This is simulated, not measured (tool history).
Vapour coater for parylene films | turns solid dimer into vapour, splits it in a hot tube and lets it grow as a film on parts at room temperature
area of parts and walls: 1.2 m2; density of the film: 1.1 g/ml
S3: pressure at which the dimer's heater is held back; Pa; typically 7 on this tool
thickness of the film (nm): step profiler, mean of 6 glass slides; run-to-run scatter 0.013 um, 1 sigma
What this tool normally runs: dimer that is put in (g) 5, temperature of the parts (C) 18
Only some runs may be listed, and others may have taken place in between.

run 1 hour=0 | dimer_that_is_put_in_(g)=5 temperature_of_the_parts_(C)=18 S3=7 | thickness_of_the_film_(nm)=2360
run 2 hour=11.1 | dimer_that_is_put_in_(g)=5 temperature_of_the_parts_(C)=18 S3=7 | thickness_of_the_film_(nm)=2360
run 3 hour=22.2 | dimer_that_is_put_in_(g)=5 temperature_of_the_parts_(C)=18 S3=7 | thickness_of_the_film_(nm)=2340
run 4 hour=32.5 | dimer_that_is_put_in_(g)=5 temperature_of_the_parts_(C)=18 S3=7 | thickness_of_the_film_(nm)=2320
run 5 hour=49.1 | dimer_that_is_put_in_(g)=5 temperature_of_the_parts_(C)=10 S3=7 | thickness_of_the_film_(nm)=3270
run 6 hour=63 | dimer_that_is_put_in_(g)=5 temperature_of_the_parts_(C)=18 S3=7 | thickness_of_the_film_(nm)=2330
run 7 hour=74 | dimer_that_is_put_in_(g)=5 temperature_of_the_parts_(C)=18 S3=7 | thickness_of_the_film_(nm)=2320
run 8 hour=84.6 | dimer_that_is_put_in_(g)=5 temperature_of_the_parts_(C)=18 S3=7 | thickness_of_the_film_(nm)=2320
run 9 hour=96.2 | dimer_that_is_put_in_(g)=5 temperature_of_the_parts_(C)=18 S3=7 | thickness_of_the_film_(nm)=2320
run 10 hour=106.3 | dimer_that_is_put_in_(g)=5 temperature_of_the_parts_(C)=18 S3=7 | thickness_of_the_film_(nm)=2310
run 11 hour=124.5 | dimer_that_is_put_in_(g)=5 temperature_of_the_parts_(C)=15 S3=7 | thickness_of_the_film_(nm)=2660
run 12 hour=141.7 | dimer_that_is_put_in_(g)=5 temperature_of_the_parts_(C)=19 S3=7 | thickness_of_the_film_(nm)=2220
run 13 hour=157.8 | dimer_that_is_put_in_(g)=5 temperature_of_the_parts_(C)=19 S3=7 | thickness_of_the_film_(nm)=2220
-- hour=163.3 trap's valve overhauled
run 14 hour=169.9 | dimer_that_is_put_in_(g)=5 temperature_of_the_parts_(C)=19 S3=7 | thickness_of_the_film_(nm)=2110
run 15 hour=187.4 | dimer_that_is_put_in_(g)=5 temperature_of_the_parts_(C)=19 S3=7 | thickness_of_the_film_(nm)=2080
run 16 hour=195.3 | dimer_that_is_put_in_(g)=5 temperature_of_the_parts_(C)=30 S3=7 | thickness_of_the_film_(nm)=1310
-- hour=204.2 trap's valve overhauled, once more
run 17 hour=214 | dimer_that_is_put_in_(g)=5 temperature_of_the_parts_(C)=18 S3=7 | thickness_of_the_film_(nm)=2500
run 18 hour=222.7 | dimer_that_is_put_in_(g)=5 temperature_of_the_parts_(C)=18 S3=7 | thickness_of_the_film_(nm)=2490
run 19 hour=240.3 | dimer_that_is_put_in_(g)=5 temperature_of_the_parts_(C)=18 S3=7 | thickness_of_the_film_(nm)=2490
run 20 hour=250.1 | dimer_that_is_put_in_(g)=5 temperature_of_the_parts_(C)=18 S3=7 | thickness_of_the_film_(nm)=2500
run 21 hour=258.8 | dimer_that_is_put_in_(g)=5 temperature_of_the_parts_(C)=18 S3=7 | thickness_of_the_film_(nm)=2490
run 22 hour=272.9 | dimer_that_is_put_in_(g)=5 temperature_of_the_parts_(C)=18 S3=7 | thickness_of_the_film_(nm)=2480
run 23 hour=284.7 | dimer_that_is_put_in_(g)=5 temperature_of_the_parts_(C)=21 S3=7 | thickness_of_the_film_(nm)=2180
run 24 hour=295.5 | dimer_that_is_put_in_(g)=5 temperature_of_the_parts_(C)=21 S3=7 | thickness_of_the_film_(nm)=2190
run 25 hour=309.8 | dimer_that_is_put_in_(g)=5 temperature_of_the_parts_(C)=21 S3=7 | thickness_of_the_film_(nm)=2200
run 26 hour=327.2 | dimer_that_is_put_in_(g)=5 temperature_of_the_parts_(C)=21 S3=7 | thickness_of_the_film_(nm)=2210
run 27 hour=344.8 | dimer_that_is_put_in_(g)=4 temperature_of_the_parts_(C)=14 S3=10.67 | thickness_of_the_film_(nm)=2240
run 28 hour=362.3 | dimer_that_is_put_in_(g)=5 temperature_of_the_parts_(C)=11 S3=7 | thickness_of_the_film_(nm)=3330
run 29 hour=372.1 | dimer_that_is_put_in_(g)=5 temperature_of_the_parts_(C)=18 S3=3.28 | thickness_of_the_film_(nm)=2740
run 30 hour=385.4 | dimer_that_is_put_in_(g)=5 temperature_of_the_parts_(C)=18 S3=3.28 | thickness_of_the_film_(nm)=2740
run 31 hour=402.9 | dimer_that_is_put_in_(g)=5 temperature_of_the_parts_(C)=18 S3=3.28 | thickness_of_the_film_(nm)=2720
run 32 hour=415.2 | dimer_that_is_put_in_(g)=5 temperature_of_the_parts_(C)=20 S3=7 | thickness_of_the_film_(nm)=2270
run 33 hour=431.6 | dimer_that_is_put_in_(g)=5 temperature_of_the_parts_(C)=20 S3=7 | thickness_of_the_film_(nm)=2260
run 34 hour=448.9 | dimer_that_is_put_in_(g)=6 temperature_of_the_parts_(C)=18 S3=3.47 | thickness_of_the_film_(nm)=3270
run 35 hour=459.9 | dimer_that_is_put_in_(g)=7 temperature_of_the_parts_(C)=24 S3=2.53 | thickness_of_the_film_(nm)=3080
run 36 hour=467.9 | dimer_that_is_put_in_(g)=7 temperature_of_the_parts_(C)=24 S3=2.53 | thickness_of_the_film_(nm)=3050
run 37 hour=483.5 | dimer_that_is_put_in_(g)=4 temperature_of_the_parts_(C)=17 S3=3.93 | thickness_of_the_film_(nm)=2230
run 38 hour=495.7 | dimer_that_is_put_in_(g)=2 temperature_of_the_parts_(C)=14 S3=3.76 | thickness_of_the_film_(nm)=1270
run 39 hour=509.5 | dimer_that_is_put_in_(g)=2 temperature_of_the_parts_(C)=14 S3=3.76 | thickness_of_the_film_(nm)=1260
run 40 hour=517.5 | dimer_that_is_put_in_(g)=8 temperature_of_the_parts_(C)=16 S3=3.48 | thickness_of_the_film_(nm)=4670
run 41 hour=534.4 | dimer_that_is_put_in_(g)=5 temperature_of_the_parts_(C)=26 S3=7 | thickness_of_the_film_(nm)=1740
run 42 hour=549.7 | dimer_that_is_put_in_(g)=5 temperature_of_the_parts_(C)=12 S3=7.41 | thickness_of_the_film_(nm)=3100
run 43 hour=563.1 | dimer_that_is_put_in_(g)=8 temperature_of_the_parts_(C)=12 S3=3.26 | thickness_of_the_film_(nm)=5600
run 44 hour=580.9 | dimer_that_is_put_in_(g)=8 temperature_of_the_parts_(C)=16 S3=3.26 | thickness_of_the_film_(nm)=4700
run 45 hour=592.5 | dimer_that_is_put_in_(g)=8 temperature_of_the_parts_(C)=16 S3=3.26 | thickness_of_the_film_(nm)=4660
run 46 hour=604.4 | dimer_that_is_put_in_(g)=6 temperature_of_the_parts_(C)=16 S3=3.26 | thickness_of_the_film_(nm)=3540
run 47 hour=620.9 | dimer_that_is_put_in_(g)=8 temperature_of_the_parts_(C)=19 S3=7 | thickness_of_the_film_(nm)=3700

Measured minus without-hidden-state, run by run (identical run-to-run variation in each term; gauge scatter may differ):
Hidden state at play: vapour lost through the trap's worn valve, %; true temperature of the parts over the reading, C; drift of the gauge itself on film_um, %.
run=1 thickness_of_the_film_(nm)=-150
run=2 thickness_of_the_film_(nm)=-160
run=3 thickness_of_the_film_(nm)=-150
run=4 thickness_of_the_film_(nm)=-160
run=5 thickness_of_the_film_(nm)=-230
run=6 thickness_of_the_film_(nm)=-160
run=7 thickness_of_the_film_(nm)=-170
run=8 thickness_of_the_film_(nm)=-170
run=9 thickness_of_the_film_(nm)=-170
run=10 thickness_of_the_film_(nm)=-170
run=11 thickness_of_the_film_(nm)=-210
run=12 thickness_of_the_film_(nm)=-170
run=13 thickness_of_the_film_(nm)=-180
run=14 thickness_of_the_film_(nm)=-310
run=15 thickness_of_the_film_(nm)=-310
run=16 thickness_of_the_film_(nm)=-190
run=17 thickness_of_the_film_(nm)=+10
run=18 thickness_of_the_film_(nm)=+0
run=19 thickness_of_the_film_(nm)=+0
run=20 thickness_of_the_film_(nm)=+0
run=21 thickness_of_the_film_(nm)=-10
run=22 thickness_of_the_film_(nm)=+0
run=23 thickness_of_the_film_(nm)=-10
run=24 thickness_of_the_film_(nm)=-10
run=25 thickness_of_the_film_(nm)=-10
run=26 thickness_of_the_film_(nm)=-20
run=27 thickness_of_the_film_(nm)=-20
run=28 thickness_of_the_film_(nm)=-40
run=29 thickness_of_the_film_(nm)=-30
run=30 thickness_of_the_film_(nm)=-30
run=31 thickness_of_the_film_(nm)=-40
run=32 thickness_of_the_film_(nm)=-30
run=33 thickness_of_the_film_(nm)=-40
run=34 thickness_of_the_film_(nm)=-60
run=35 thickness_of_the_film_(nm)=-60
run=36 thickness_of_the_film_(nm)=-60
run=37 thickness_of_the_film_(nm)=-50
run=38 thickness_of_the_film_(nm)=-30
run=39 thickness_of_the_film_(nm)=-30
run=40 thickness_of_the_film_(nm)=-120
run=41 thickness_of_the_film_(nm)=-50
run=42 thickness_of_the_film_(nm)=-90
run=43 thickness_of_the_film_(nm)=-160
run=44 thickness_of_the_film_(nm)=-140
run=45 thickness_of_the_film_(nm)=-150
run=46 thickness_of_the_film_(nm)=-110
run=47 thickness_of_the_film_(nm)=-130
